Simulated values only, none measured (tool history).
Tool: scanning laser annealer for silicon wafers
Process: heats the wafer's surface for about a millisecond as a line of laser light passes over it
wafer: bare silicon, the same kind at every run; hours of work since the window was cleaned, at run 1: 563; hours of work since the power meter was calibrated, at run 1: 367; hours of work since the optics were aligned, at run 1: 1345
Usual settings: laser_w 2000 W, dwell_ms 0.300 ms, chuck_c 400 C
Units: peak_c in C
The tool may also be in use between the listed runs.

run	hour	laser_w	dwell_ms	chuck_c	hours of work since the window was cleaned	hours of work since the power meter was calibrated	hours of work since the optics were aligned	peak_c
1	0.0	2000	0.300	400	563	367	1345	1057
2	8.9	2000	0.300	400	567	371	1349	1058
3	22.4	2000	0.300	400	573	377	1356	1059
4	36.8	2000	0.300	400	580	384	1363	1060
5	46.9	2000	0.220	400	585	389	1367	953
6	55.8	2000	0.220	400	589	393	1372	947
7	68.8	2000	0.220	383	596	400	1378	931
8	81.7	2000	0.300	400	602	406	1384	1056
9	102.6	2000	0.364	400	612	416	1394	1131
10	122.4	2063	0.300	400	621	425	1404	1079
11	135.8	2000	0.300	400	628	432	1410	1056
12	157.2	2000	0.300	400	638	442	1420	1053
13	173.1	2000	0.300	400	646	449	1428	1055
14	187.0	2000	0.300	400	652	456	1434	1052
15	205.4	2172	0.309	363	661	465	1443	1100
16	226.6	2003	0.309	363	671	475	1453	1026
17	242.3	2003	0.309	363	679	483	1461	1026
18	251.1	1792	0.309	368	683	487	1465	940
19	262.2	2000	0.300	365	688	492	1470	1017
20	273.8	2131	0.226	418	694	498	1476	1015
21	288.5	1917	0.315	392	701	505	1483	1022
22	308.2	1917	0.315	394	710	514	1492	1024

Some steps in peak_c between neighbouring runs. How much of each would the tool show without its hidden state too (settings, what came in, random variation), and how much is left for the hidden state, with any gauge scatter that isn't in both results?
The hidden state here: light that passes the window, % of a clean one's; laser's true power over the reading, %; width of the line over the set one, %; drift of the gauge itself on peak_c, C.
Run 4 -> 5: dwell_ms 0.300 -> 0.220. peak_c -107 C: hidden state +8, all else -115.
Run 7 -> 8: dwell_ms 0.220 -> 0.300, chuck_c 383 -> 400. peak_c +125 C: hidden state -9, all else +134.
